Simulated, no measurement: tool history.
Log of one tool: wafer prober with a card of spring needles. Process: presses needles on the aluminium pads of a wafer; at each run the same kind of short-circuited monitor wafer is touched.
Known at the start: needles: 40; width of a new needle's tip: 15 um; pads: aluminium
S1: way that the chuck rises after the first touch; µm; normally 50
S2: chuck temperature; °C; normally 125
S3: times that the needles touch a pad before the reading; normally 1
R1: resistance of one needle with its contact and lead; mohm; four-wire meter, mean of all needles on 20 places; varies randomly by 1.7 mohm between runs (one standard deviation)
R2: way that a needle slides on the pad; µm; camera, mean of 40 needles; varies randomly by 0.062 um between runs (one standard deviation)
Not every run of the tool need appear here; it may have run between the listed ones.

| run | day | S1 | S2 | S3 | R1 | R2 |
|---|---|---|---|---|---|---|
| 1 | 0.000 | 50 | 125 | 1 | 217 | 8.75 |
|  | 0.212 | tips cleaned on abrasive film |
|  | 0.496 | tips cleaned on abrasive film |
| 2 | 0.762 | 50 | 125 | 1 | 239 | 8.71 |
|  | 0.838 | tips cleaned on abrasive film |
|  | 1.121 | tips cleaned on abrasive film |
|  | 1.133 | height of the first contact set anew |
|  | 1.488 | tips cleaned on abrasive film |
|  | 1.771 | tips cleaned on abrasive film |
|  | 2.058 | tips cleaned on abrasive film |
| 3 | 2.304 | 50 | 125 | 1 | 257 | 8.35 |
|  | 2.375 | tips cleaned on abrasive film |
|  | 2.729 | tips cleaned on abrasive film |
|  | 3.083 | tips cleaned on abrasive film |
| 4 | 3.200 | 52 | 125 | 1 | 224 | 8.61 |
|  | 3.417 | tips cleaned on abrasive film |
|  | 3.771 | tips cleaned on abrasive film |
| 5 | 3.975 | 52 | 125 | 3 | 209 | 8.56 |
|  | 4.121 | tips cleaned on abrasive film |
|  | 4.404 | tips cleaned on abrasive film |
|  | 4.688 | tips cleaned on abrasive film |
|  | 4.971 | tips cleaned on abrasive film |
| 6 | 5.142 | 50 | 125 | 2 | 218 | 8.09 |
|  | 5.288 | tips cleaned on abrasive film |
|  | 5.642 | tips cleaned on abrasive film |
|  | 5.925 | tips cleaned on abrasive film |
|  | 6.208 | tips cleaned on abrasive film |
|  | 6.562 | tips cleaned on abrasive film |
| 7 | 6.838 | 50 | 125 | 2 | 238 | 7.94 |
|  | 6.912 | tips cleaned on abrasive film |
|  | 7.196 | tips cleaned on abrasive film |
|  | 7.479 | tips cleaned on abrasive film |
|  | 7.804 | tips cleaned on abrasive film |
| 8 | 7.804 | 50 | 125 | 2 | 200 | 7.92 |
|  | 8.088 | tips cleaned on abrasive film |
|  | 8.442 | tips cleaned on abrasive film |
|  | 8.725 | tips cleaned on abrasive film |
|  | 8.946 | height of the first contact set anew, once more |
|  | 9.021 | tips cleaned on abrasive film |
| 9 | 9.300 | 50 | 125 | 2 | 215 | 9.67 |
|  | 9.371 | tips cleaned on abrasive film |
|  | 9.725 | tips cleaned on abrasive film |
|  | 10.008 | tips cleaned on abrasive film |
|  | 10.292 | tips cleaned on abrasive film |
|  | 10.612 | tips cleaned on abrasive film |
| 10 | 10.612 | 50 | 125 | 1 | 192 | 9.57 |
|  | 10.967 | tips cleaned on abrasive film |
|  | 11.250 | tips cleaned on abrasive film |
|  | 11.604 | tips cleaned on abrasive film |
| 11 | 11.871 | 50 | 125 | 1 | 237 | 9.48 |
|  | 11.946 | tips cleaned on abrasive film |
|  | 12.300 | tips cleaned on abrasive film |
|  | 12.583 | tips cleaned on abrasive film |
|  | 12.938 | tips cleaned on abrasive film |
|  | 13.221 | tips cleaned on abrasive film |
| 12 | 13.475 | 50 | 28 | 1 | 229 | 9.37 |
|  | 13.546 | tips cleaned on abrasive film |
|  | 13.900 | tips cleaned on abrasive film |
|  | 14.183 | tips cleaned on abrasive film |
| 13 | 14.404 | 50 | 28 | 1 | 222 | 9.35 |
|  | 14.479 | tips cleaned on abrasive film |
|  | 14.762 | tips cleaned on abrasive film |
|  | 15.046 | tips cleaned on abrasive film |
|  | 15.400 | tips cleaned on abrasive film |
|  | 15.754 | tips cleaned on abrasive film |
|  | 16.038 | tips cleaned on abrasive film |
| 14 | 16.154 | 50 | 36 | 1 | 205 | 9.19 |
|  | 16.371 | tips cleaned on abrasive film |
|  | 16.654 | tips cleaned on abrasive film |
|  | 17.008 | tips cleaned on abrasive film |
| 15 | 17.046 | 50 | 36 | 1 | 186 | 9.19 |
|  | 17.329 | tips cleaned on abrasive film |
|  | 17.612 | tips cleaned on abrasive film |
|  | 17.896 | tips cleaned on abrasive film |
| 16 | 18.175 | 39 | 30 | 1 | 307 | 6.88 |
|  | 18.250 | tips cleaned on abrasive film |
|  | 18.533 | tips cleaned on abrasive film |
|  | 18.888 | tips cleaned on abrasive film |
|  | 19.242 | tips cleaned on abrasive film |
|  | 19.525 | tips cleaned on abrasive film |
| 17 | 19.529 | 64 | 30 | 1 | 161 | 11.73 |
|  | 19.812 | tips cleaned on abrasive film |
|  | 20.167 | tips cleaned on abrasive film |
|  | 20.450 | tips cleaned on abrasive film |
|  | 20.788 | tips cleaned on abrasive film |
| 18 | 20.788 | 40 | 49 | 1 | 183 | 6.90 |
|  | 21.142 | tips cleaned on abrasive film |
|  | 21.429 | tips cleaned on abrasive film |
| 19 | 21.512 | 40 | 49 | 1 | 236 | 6.88 |
|  | 21.725 | tips cleaned on abrasive film |
|  | 22.012 | tips cleaned on abrasive film |
|  | 22.296 | tips cleaned on abrasive film |
|  | 22.375 | height of the first contact set anew |
|  | 22.662 | tips cleaned on abrasive film |
|  | 22.946 | tips cleaned on abrasive film |
| 20 | 23.071 | 40 | 37 | 2 | 214 | 7.68 |
|  | 23.288 | tips cleaned on abrasive film |
|  | 23.571 | tips cleaned on abrasive film |
|  | 23.925 | tips cleaned on abrasive film |
| 21 | 24.029 | 40 | 37 | 2 | 213 | 7.70 |
|  | 24.242 | tips cleaned on abrasive film |
|  | 24.596 | tips cleaned on abrasive film |
|  | 24.879 | tips cleaned on abrasive film |
|  | 25.233 | tips cleaned on abrasive film |
| 22 | 25.262 | 40 | 37 | 2 | 190 | 7.44 |
|  | 25.550 | tips cleaned on abrasive film |
|  | 25.833 | tips cleaned on abrasive film |
|  | 26.117 | tips cleaned on abrasive film |
| 23 | 26.196 | 50 | 72 | 1 | 199 | 9.47 |
|  | 26.408 | tips cleaned on abrasive film |
|  | 26.762 | tips cleaned on abrasive film |
|  | 27.046 | tips cleaned on abrasive film |
|  | 27.333 | tips cleaned on abrasive film |
| 24 | 27.333 | 42 | 42 | 3 | 183 | 7.80 |
|  | 27.621 | tips cleaned on abrasive film |
|  | 27.971 | tips cleaned on abrasive film |
| 25 | 28.121 | 42 | 118 | 3 | 221 | 7.76 |
|  | 28.267 | tips cleaned on abrasive film |
|  | 28.621 | tips cleaned on abrasive film |
|  | 28.971 | tips cleaned on abrasive film |
|  | 29.258 | tips cleaned on abrasive film |
| 26 | 29.412 | 42 | 118 | 3 | 226 | 7.57 |

Each row is a separate what-if for the run after 26, all from the same tool condition, not one after another. Results?
|  | 29.558 | tips cleaned on abrasive film |
|  | 29.842 | tips cleaned on abrasive film |
|  | 30.196 | tips cleaned on abrasive film |
|  | 30.479 | tips cleaned on abrasive film |
|  | 30.833 | tips cleaned on abrasive film |
| A | 30.854 | 46 | 125 | 1 | ? | ? |
|  | 29.558 | tips cleaned on abrasive film |
|  | 29.842 | tips cleaned on abrasive film |
|  | 30.196 | tips cleaned on abrasive film |
|  | 30.479 | tips cleaned on abrasive film |
|  | 30.833 | tips cleaned on abrasive film |
| B | 30.854 | 42 | 28 | 1 | ? | ? |
|  | 29.558 | tips cleaned on abrasive film |
|  | 29.842 | tips cleaned on abrasive film |
|  | 30.196 | tips cleaned on abrasive film |
|  | 30.479 | tips cleaned on abrasive film |
|  | 30.833 | tips cleaned on abrasive film |
| C | 30.854 | 42 | 98 | 3 | ? | ? |

| run | R1 | R2 |
|---|---|---|
| A | 209 | 8.37 |
| B | 201 | 7.56 |
| C | 202 | 7.60 |
Without the tool's unlogged condition, the same runs would have read:
| run | R1 | R2 |
|---|---|---|
| A | 171 | 8.99 |
| B | 158 | 8.19 |
| C | 172 | 8.23 |

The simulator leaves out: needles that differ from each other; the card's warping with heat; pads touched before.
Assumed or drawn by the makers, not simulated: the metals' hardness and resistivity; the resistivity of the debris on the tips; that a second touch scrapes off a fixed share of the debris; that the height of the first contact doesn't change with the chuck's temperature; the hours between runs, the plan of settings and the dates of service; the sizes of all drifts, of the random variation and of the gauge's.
